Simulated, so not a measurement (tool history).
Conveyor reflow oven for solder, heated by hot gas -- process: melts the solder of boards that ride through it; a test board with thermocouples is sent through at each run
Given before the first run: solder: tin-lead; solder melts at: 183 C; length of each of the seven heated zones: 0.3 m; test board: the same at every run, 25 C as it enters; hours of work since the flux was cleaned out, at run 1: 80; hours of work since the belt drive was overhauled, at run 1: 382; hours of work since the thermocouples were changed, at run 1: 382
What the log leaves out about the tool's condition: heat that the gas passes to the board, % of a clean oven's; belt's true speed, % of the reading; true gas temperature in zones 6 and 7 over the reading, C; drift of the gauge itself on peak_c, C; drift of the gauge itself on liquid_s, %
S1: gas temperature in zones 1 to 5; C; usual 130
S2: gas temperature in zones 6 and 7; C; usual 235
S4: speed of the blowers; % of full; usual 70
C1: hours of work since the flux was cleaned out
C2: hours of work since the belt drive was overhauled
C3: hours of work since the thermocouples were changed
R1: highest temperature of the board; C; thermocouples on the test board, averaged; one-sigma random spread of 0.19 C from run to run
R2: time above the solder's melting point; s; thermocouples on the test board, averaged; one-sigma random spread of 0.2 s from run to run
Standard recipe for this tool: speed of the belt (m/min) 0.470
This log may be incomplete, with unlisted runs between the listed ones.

{"run": 1, "hour": 0.0, "S1": 130, "S2": 235, "speed of the belt (m/min)": 0.47, "S4": 70, "C1": 80, "C2": 382, "C3": 382, "R1": 221.0, "R2": 58.5}
{"run": 2, "hour": 8.8, "S1": 130, "S2": 235, "speed of the belt (m/min)": 0.47, "S4": 70, "C1": 85, "C2": 387, "C3": 387, "R1": 221.3, "R2": 58.7}
{"run": 3, "hour": 27.3, "S1": 130, "S2": 236, "speed of the belt (m/min)": 0.47, "S4": 70, "C1": 95, "C2": 397, "C3": 397, "R1": 221.8, "R2": 59.1}
{"run": 4, "hour": 38.1, "S1": 130, "S2": 231, "speed of the belt (m/min)": 0.47, "S4": 70, "C1": 101, "C2": 403, "C3": 403, "R1": 217.6, "R2": 56.0}
{"run": 5, "hour": 52.4, "S1": 130, "S2": 231, "speed of the belt (m/min)": 0.47, "S4": 70, "C1": 109, "C2": 411, "C3": 411, "R1": 217.4, "R2": 55.6}
{"run": 6, "hour": 67.9, "S1": 130, "S2": 241, "speed of the belt (m/min)": 0.47, "S4": 70, "C1": 118, "C2": 420, "C3": 420, "R1": 226.4, "R2": 62.2}
{"run": 7, "hour": 80.6, "S1": 130, "S2": 241, "speed of the belt (m/min)": 0.47, "S4": 70, "C1": 125, "C2": 427, "C3": 427, "R1": 226.5, "R2": 62.2}
{"run": 8, "hour": 94.1, "S1": 130, "S2": 238, "speed of the belt (m/min)": 0.47, "S4": 70, "C1": 133, "C2": 435, "C3": 435, "R1": 223.6, "R2": 60.4}
{"run": 9, "hour": 103.2, "S1": 130, "S2": 235, "speed of the belt (m/min)": 0.47, "S4": 70, "C1": 138, "C2": 440, "C3": 440, "R1": 221.2, "R2": 58.4}
{"run": 10, "hour": 118.8, "S1": 130, "S2": 235, "speed of the belt (m/min)": 0.47, "S4": 70, "C1": 147, "C2": 449, "C3": 449, "R1": 220.9, "R2": 58.3}
{"run": 11, "hour": 127.1, "S1": 126, "S2": 235, "speed of the belt (m/min)": 0.47, "S4": 70, "C1": 151, "C2": 453, "C3": 453, "R1": 220.1, "R2": 56.8}
{"run": 12, "hour": 140.4, "S1": 126, "S2": 235, "speed of the belt (m/min)": 0.47, "S4": 70, "C1": 159, "C2": 461, "C3": 461, "R1": 220.2, "R2": 56.8}
{"run": 13, "hour": 149.1, "S1": 130, "S2": 233, "speed of the belt (m/min)": 0.47, "S4": 70, "C1": 164, "C2": 466, "C3": 466, "R1": 218.8, "R2": 57.2}
{"run": 14, "hour": 159.9, "S1": 133, "S2": 240, "speed of the belt (m/min)": 0.482, "S4": 71, "C1": 170, "C2": 472, "C3": 472, "R1": 225.1, "R2": 60.5}
{"run": 15, "hour": 175.2, "S1": 125, "S2": 232, "speed of the belt (m/min)": 0.47, "S4": 73, "C1": 178, "C2": 480, "C3": 480, "R1": 218.0, "R2": 54.8}
{"run": 16, "hour": 184.8, "S1": 130, "S2": 234, "speed of the belt (m/min)": 0.47, "S4": 62, "C1": 184, "C2": 486, "C3": 486, "R1": 218.0, "R2": 56.3}
{"run": 17, "hour": 201.4, "S1": 117, "S2": 235, "speed of the belt (m/min)": 0.47, "S4": 70, "C1": 193, "C2": 495, "C3": 495, "R1": 218.6, "R2": 53.2}
{"run": 18, "hour": 211.5, "S1": 130, "S2": 235, "speed of the belt (m/min)": 0.47, "S4": 65, "C1": 199, "C2": 501, "C3": 501, "R1": 219.7, "R2": 57.7}
{"run": 19, "hour": 219.7, "S1": 141, "S2": 235, "speed of the belt (m/min)": 0.47, "S4": 57, "C1": 204, "C2": 505, "C3": 505, "R1": 219.9, "R2": 61.1}
{"run": 20, "hour": 227.4, "S1": 135, "S2": 247, "speed of the belt (m/min)": 0.43, "S4": 70, "C1": 208, "C2": 510, "C3": 510, "R1": 235.0, "R2": 75.0}
{"run": 21, "hour": 241.0, "S1": 133, "S2": 247, "speed of the belt (m/min)": 0.55, "S4": 70, "C1": 216, "C2": 517, "C3": 517, "R1": 226.2, "R2": 53.1}

Results for each run, recomputed without the tool's hidden state and with each run's random variation untouched:
run=1 R1=220.8 R2=58.1
run=2 R1=221.1 R2=58.3
run=3 R1=221.7 R2=58.8
run=4 R1=217.4 R2=55.7
run=5 R1=217.3 R2=55.3
run=6 R1=226.4 R2=61.8
run=7 R1=226.5 R2=61.8
run=8 R1=223.6 R2=60.0
run=9 R1=221.3 R2=58.1
run=10 R1=221.0 R2=58.0
run=11 R1=220.2 R2=56.6
run=12 R1=220.3 R2=56.7
run=13 R1=218.9 R2=57.1
run=14 R1=225.2 R2=60.3
run=15 R1=218.3 R2=54.8
run=16 R1=218.1 R2=56.1
run=17 R1=218.9 R2=53.3
run=18 R1=219.9 R2=57.5
run=19 R1=219.9 R2=60.8
run=20 R1=235.1 R2=74.5
run=21 R1=226.9 R2=53.1
